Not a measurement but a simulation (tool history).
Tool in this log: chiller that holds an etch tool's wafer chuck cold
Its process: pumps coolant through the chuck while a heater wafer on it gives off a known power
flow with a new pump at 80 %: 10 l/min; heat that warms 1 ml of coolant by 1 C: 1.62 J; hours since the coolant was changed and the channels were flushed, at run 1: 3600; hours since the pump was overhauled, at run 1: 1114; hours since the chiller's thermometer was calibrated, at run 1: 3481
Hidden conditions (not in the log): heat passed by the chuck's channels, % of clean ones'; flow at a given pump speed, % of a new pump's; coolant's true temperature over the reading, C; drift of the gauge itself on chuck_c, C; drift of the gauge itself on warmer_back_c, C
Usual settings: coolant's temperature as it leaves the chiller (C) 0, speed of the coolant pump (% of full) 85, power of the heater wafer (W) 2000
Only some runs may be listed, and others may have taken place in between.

run	hour	coolant's temperature as it leaves the chiller (C)	speed of the coolant pump (% of full)	power of the heater wafer (W)	hours since the coolant was changed and the channels were flushed	hours since the pump was overhauled	hours since the chiller's thermometer was calibrated	chuck's temperature once it has settled (C)	how much warmer the coolant comes back (C)
1	0.0	0	85	2000	3600	1114	3481	15.2	7.07
2	59.3	0	85	2987	3659	1173	3540	23.0	10.63
3	107.5	0	85	2987	3707	1221	3589	23.1	10.64
4	163.4	0	85	2987	3763	1277	3645	23.4	10.67
5	223.9	0	85	2987	3823	1338	3705	23.1	10.59
6	294.2	0	85	2987	3894	1408	3775	23.2	10.64
7	354.7	0	89	2987	3954	1468	3836	22.3	10.17

Estimate the outcome of run 8 from the log above:
8	426.5	0	89	2987	4026	1540	3908	?	?

{"run 8": {"chuck's temperature once it has settled (C)": 22.4, "how much warmer the coolant comes back (C)": 10.21}}
Minus the tool's unlogged condition, the same run would have read chuck's temperature once it has settled (C) 20.6, how much warmer the coolant comes back (C) 9.91.

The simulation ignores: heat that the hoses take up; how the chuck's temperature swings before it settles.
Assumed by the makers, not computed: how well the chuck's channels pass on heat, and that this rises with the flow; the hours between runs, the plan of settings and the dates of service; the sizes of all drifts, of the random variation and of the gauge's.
